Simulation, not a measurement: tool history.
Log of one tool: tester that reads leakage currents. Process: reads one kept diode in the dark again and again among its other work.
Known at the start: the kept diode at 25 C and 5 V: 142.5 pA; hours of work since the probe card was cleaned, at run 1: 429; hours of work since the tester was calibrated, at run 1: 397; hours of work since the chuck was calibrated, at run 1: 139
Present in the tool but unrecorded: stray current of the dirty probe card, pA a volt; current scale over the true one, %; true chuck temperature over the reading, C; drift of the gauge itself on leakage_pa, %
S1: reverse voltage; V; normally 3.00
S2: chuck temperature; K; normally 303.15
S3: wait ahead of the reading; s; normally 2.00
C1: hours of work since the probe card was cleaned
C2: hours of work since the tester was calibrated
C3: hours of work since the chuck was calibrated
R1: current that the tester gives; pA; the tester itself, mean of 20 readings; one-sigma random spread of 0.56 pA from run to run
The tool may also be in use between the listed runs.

| run | hour | S1 | S2 | S3 | C1 | C2 | C3 | R1 |
|---|---|---|---|---|---|---|---|---|
| 1 | 0.0 | 3.00 | 303.15 | 2.00 | 429 | 397 | 139 | 187.22 |
| 2 | 29.1 | 3.00 | 303.15 | 2.00 | 445 | 413 | 155 | 186.42 |
| 3 | 96.4 | 3.00 | 303.15 | 2.00 | 482 | 449 | 192 | 187.09 |
| 4 | 130.5 | 3.00 | 303.15 | 2.00 | 501 | 468 | 210 | 185.97 |
| 5 | 169.2 | 3.00 | 303.15 | 2.00 | 522 | 489 | 231 | 187.28 |
| 6 | 218.9 | 3.00 | 303.15 | 2.00 | 549 | 516 | 259 | 186.28 |
| 7 | 259.9 | 3.00 | 303.15 | 2.00 | 571 | 539 | 281 | 186.47 |
| 8 | 322.4 | 3.00 | 303.15 | 1.22 | 606 | 573 | 315 | 186.15 |
| 9 | 384.2 | 7.19 | 303.15 | 2.00 | 639 | 607 | 349 | 259.41 |
| 10 | 422.0 | 3.00 | 303.15 | 2.00 | 660 | 628 | 370 | 186.52 |
| 11 | 479.9 | 3.00 | 303.15 | 2.00 | 692 | 659 | 401 | 186.55 |
| 12 | 521.5 | 3.00 | 303.15 | 2.00 | 714 | 682 | 424 | 185.90 |
| 13 | 583.9 | 3.00 | 303.15 | 2.00 | 749 | 716 | 458 | 186.41 |
| 14 | 630.7 | 3.00 | 303.15 | 2.00 | 774 | 742 | 484 | 185.85 |
| 15 | 667.9 | 3.00 | 295.15 | 2.00 | 795 | 762 | 504 | 88.78 |
| 16 | 714.3 | 3.00 | 303.15 | 2.00 | 820 | 788 | 530 | 186.52 |
| 17 | 771.9 | 3.00 | 303.15 | 2.00 | 852 | 819 | 561 | 185.96 |
| 18 | 810.7 | 3.00 | 303.15 | 2.00 | 873 | 840 | 582 | 186.38 |
| 19 | 871.2 | 3.00 | 303.15 | 2.00 | 906 | 873 | 616 | 185.47 |
| 20 | 938.5 | 3.00 | 303.15 | 2.00 | 943 | 910 | 652 | 186.37 |
| 21 | 989.5 | 9.84 | 303.15 | 1.45 | 971 | 938 | 680 | 292.43 |
| 22 | 1025.2 | 9.54 | 293.15 | 2.48 | 990 | 958 | 700 | 114.04 |
| 23 | 1057.1 | 3.00 | 303.15 | 0.48 | 1008 | 975 | 717 | 186.56 |
| 24 | 1089.6 | 3.00 | 298.15 | 0.36 | 1025 | 993 | 735 | 119.05 |
| 25 | 1139.2 | 16.43 | 303.15 | 3.46 | 1053 | 1020 | 762 | 355.81 |
| 26 | 1189.4 | 16.43 | 303.15 | 3.46 | 1080 | 1048 | 790 | 355.63 |
| 27 | 1258.3 | 16.43 | 303.15 | 3.46 | 1118 | 1085 | 827 | 352.72 |
| 28 | 1308.0 | 1.50 | 311.15 | 0.47 | 1145 | 1112 | 855 | 289.75 |
| 29 | 1348.7 | 13.12 | 303.15 | 2.00 | 1167 | 1135 | 877 | 324.63 |
| 30 | 1421.0 | 13.12 | 303.15 | 2.00 | 1207 | 1174 | 916 | 325.42 |
| 31 | 1483.3 | 13.12 | 303.15 | 2.00 | 1241 | 1208 | 951 | 326.23 |
|  | 1516.7 | chuck's temperature calibrated |
| 32 | 1516.7 | 2.27 | 310.15 | 0.42 | 1258 | 1226 | 0 | 312.43 |
| 33 | 1564.0 | 2.27 | 310.15 | 0.42 | 1284 | 1251 | 26 | 313.49 |
| 34 | 1614.3 | 2.27 | 310.15 | 0.42 | 1311 | 1279 | 53 | 311.43 |
| 35 | 1680.8 | 3.00 | 303.15 | 3.67 | 1348 | 1315 | 90 | 186.25 |
| 36 | 1729.9 | 3.00 | 303.15 | 3.67 | 1375 | 1342 | 117 | 185.91 |
| 37 | 1762.4 | 6.82 | 298.15 | 1.95 | 1392 | 1360 | 134 | 160.51 |
| 38 | 1830.8 | 1.91 | 323.15 | 1.49 | 1430 | 1397 | 172 | 852.75 |
| 39 | 1865.6 | 5.03 | 311.15 | 0.74 | 1449 | 1416 | 191 | 458.97 |
| 40 | 1917.5 | 5.03 | 311.15 | 0.74 | 1477 | 1445 | 219 | 459.22 |

Forecast each of these 4 alternatives for the next run:
| A | 1970.5 | 3.00 | 303.15 | 0.34 | 1506 | 1474 | 248 | ? |
| B | 1970.5 | 2.62 | 294.15 | 3.26 | 1506 | 1474 | 248 | ? |
| C | 1970.5 | 10.81 | 311.15 | 3.27 | 1506 | 1474 | 248 | ? |
| D | 1970.5 | 4.02 | 325.15 | 0.31 | 1506 | 1474 | 248 | ? |

| run | R1 |
|---|---|
| A | 187.49 |
| B | 76.38 |
| C | 613.30 |
| D | 1324.44 |
Stripped of hidden state, with their random variation kept, the same runs would have yielded:
| run | R1 |
|---|---|
| A | 187.67 |
| B | 76.44 |
| C | 613.86 |
| D | 1325.76 |
